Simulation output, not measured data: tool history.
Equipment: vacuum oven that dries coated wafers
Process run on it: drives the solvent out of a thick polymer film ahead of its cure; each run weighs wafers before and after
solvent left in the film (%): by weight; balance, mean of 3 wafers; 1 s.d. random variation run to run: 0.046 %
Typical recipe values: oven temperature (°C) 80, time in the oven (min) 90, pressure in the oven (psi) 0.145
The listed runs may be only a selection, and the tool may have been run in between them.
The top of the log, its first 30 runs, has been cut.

| run | day | oven temperature (°C) | time in the oven (min) | pressure in the oven (psi) | hours of work since the thermocouples were calibrated | hours of work since the vacuum gauge was cleaned of residue | solvent left in the film (%) |
|---|---|---|---|---|---|---|---|
| 31 | 23.546 | 94 | 50 | 0.175 | 630 | 475 | 0.67 |
| 32 | 24.425 | 85 | 54 | 0.175 | 646 | 491 | 1.72 |
| 33 | 25.371 | 94 | 53 | 0.383 | 663 | 507 | 1.21 |
| 34 | 26.083 | 91 | 155 | 0.139 | 675 | 520 | 0.44 |
| 35 | 27.125 | 93 | 120 | 0.145 | 694 | 538 | 0.45 |
| 36 | 27.975 | 70 | 111 | 0.396 | 709 | 553 | 4.9 |
| 37 | 28.708 | 70 | 111 | 0.396 | 722 | 566 | 4.99 |
| 38 | 29.675 | 70 | 111 | 0.396 | 739 | 583 | 4.87 |
| 39 | 30.575 | 75 | 126 | 0.364 | 755 | 599 | 2.79 |
| 40 | 31.562 | 80 | 58 | 0.077 | 772 | 617 | 2.37 |
| 41 | 32.204 | 80 | 58 | 0.077 | 783 | 628 | 2.31 |
| 42 | 33.096 | 80 | 58 | 0.077 | 799 | 644 | 2.25 |
| 43 | 33.796 | 72 | 63 | 0.513 | 812 | 656 | 7.38 |
| 44 | 34.742 | 72 | 133 | 0.196 | 828 | 673 | 2.26 |
| 45 | 35.762 | 80 | 90 | 0.531 | 846 | 691 | 3.24 |
| 46 | 36.733 | 80 | 76 | 0.191 | 863 | 708 | 1.91 |

Alternative continuations, all from the tool just after run 46; predict every row:
| A | 37.762 | 80 | 108 | 0.102 | 882 | 726 | ? |
| B | 37.762 | 85 | 60 | 0.294 | 882 | 726 | ? |
| C | 37.762 | 79 | 62 | 0.128 | 882 | 726 | ? |

| run | solvent left in the film (%) |
|---|---|
| A | 0.81 |
| B | 1.91 |
| C | 2.46 |
What these runs would have given with no unlogged condition in the tool:
| run | solvent left in the film (%) |
|---|---|
| A | 0.92 |
| B | 2.18 |
| C | 2.92 |

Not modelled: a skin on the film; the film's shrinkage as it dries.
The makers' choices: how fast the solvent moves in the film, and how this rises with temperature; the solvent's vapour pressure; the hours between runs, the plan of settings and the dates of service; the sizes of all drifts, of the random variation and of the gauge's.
